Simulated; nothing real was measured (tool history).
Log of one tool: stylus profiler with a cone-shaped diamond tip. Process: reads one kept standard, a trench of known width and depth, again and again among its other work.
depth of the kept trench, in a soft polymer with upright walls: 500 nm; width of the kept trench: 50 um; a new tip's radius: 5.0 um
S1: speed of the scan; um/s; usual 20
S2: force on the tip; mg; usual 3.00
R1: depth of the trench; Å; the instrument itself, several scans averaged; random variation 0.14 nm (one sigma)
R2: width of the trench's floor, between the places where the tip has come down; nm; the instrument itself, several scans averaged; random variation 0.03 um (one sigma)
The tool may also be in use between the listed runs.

run    hour  S1    S2      R1     R2
  1     0.0  20  3.00  5097.7  42990
  2    83.8  70  3.00  5100.7  42790
  3   154.4  20  3.00  5098.1  42910
  4   225.5  27  3.00  5098.5  42890
  5   352.4  27  3.00  5102.1  42740
  6   462.2  27  3.00  5099.8  42640
  7   525.3  27  3.00  5100.7  42620
  8   608.6  27  3.00  5100.1  42600
  9   715.5  20  3.00  5101.2  42540
 10   802.1  68  3.00  5098.8  42290
 11   871.8  20  3.00  5104.1  42430
 12   977.4  20  3.00  5102.8  42380
      988.8  -- height scale calibrated on a step standard
 13  1041.0  20  3.00  5108.4  42340
 14  1099.7  20  1.77  5082.0  42290
 15  1196.5  77  3.00  5109.7  42080
 16  1252.5  77  3.00  5110.9  42010
 17  1331.1  77  3.00  5112.2  41960
 18  1393.7  20  3.00  5111.6  42100
     1415.2  -- new tip fitted, height scale calibrated
     1439.7  -- height scale calibrated on a step standard, once more
 19  1497.2  20  3.00  5092.6  45440
 20  1573.0  20  3.00  5090.8  45360
 21  1638.7  20  2.28  5076.7  45270
 22  1737.5  20  4.49  5124.8  45260
 23  1827.3  18  3.00  5095.4  45060
 24  1936.7  46  4.51  5125.3  44920
 25  2062.1  46  4.51  5124.9  44860
 26  2118.2  46  4.51  5124.3  44730
 27  2198.6   8  4.37  5123.3  44770
 28  2287.2   8  4.37  5124.8  44630
 29  2411.9   8  4.37  5123.3  44650
 30  2481.4   8  4.37  5123.5  44560
 31  2540.4   8  4.37  5124.4  44470
 32  2634.8  18  1.88  5075.4  44380
 33  2692.9   6  4.02  5120.0  44410
 34  2764.8  18  5.21  5142.9  44300
 35  2818.9  76  7.05  5171.4  44040
 36  2917.1  52  2.66  5089.4  44020
 37  3024.1  56  2.66  5093.5  43910
 38  3081.5   6  3.44  5110.8  44100
 39  3198.6  22  6.13  5159.2  43910
 40  3255.3  22  6.13  5160.3  43910
 41  3344.0  37  3.73  5119.5  43790
 42  3427.7  25  1.46  5067.8  43690
 43  3495.1  25  1.46  5068.2  43670

Run 44 comes next. What will it give?
 44  3554.2  21  3.00   ?   ?

{"run 44": {"R1": 5105.0, "R2": 43650}}
Without the tool's hidden state the same run would have given R1 5093.8 Å, R2 45560 nm.

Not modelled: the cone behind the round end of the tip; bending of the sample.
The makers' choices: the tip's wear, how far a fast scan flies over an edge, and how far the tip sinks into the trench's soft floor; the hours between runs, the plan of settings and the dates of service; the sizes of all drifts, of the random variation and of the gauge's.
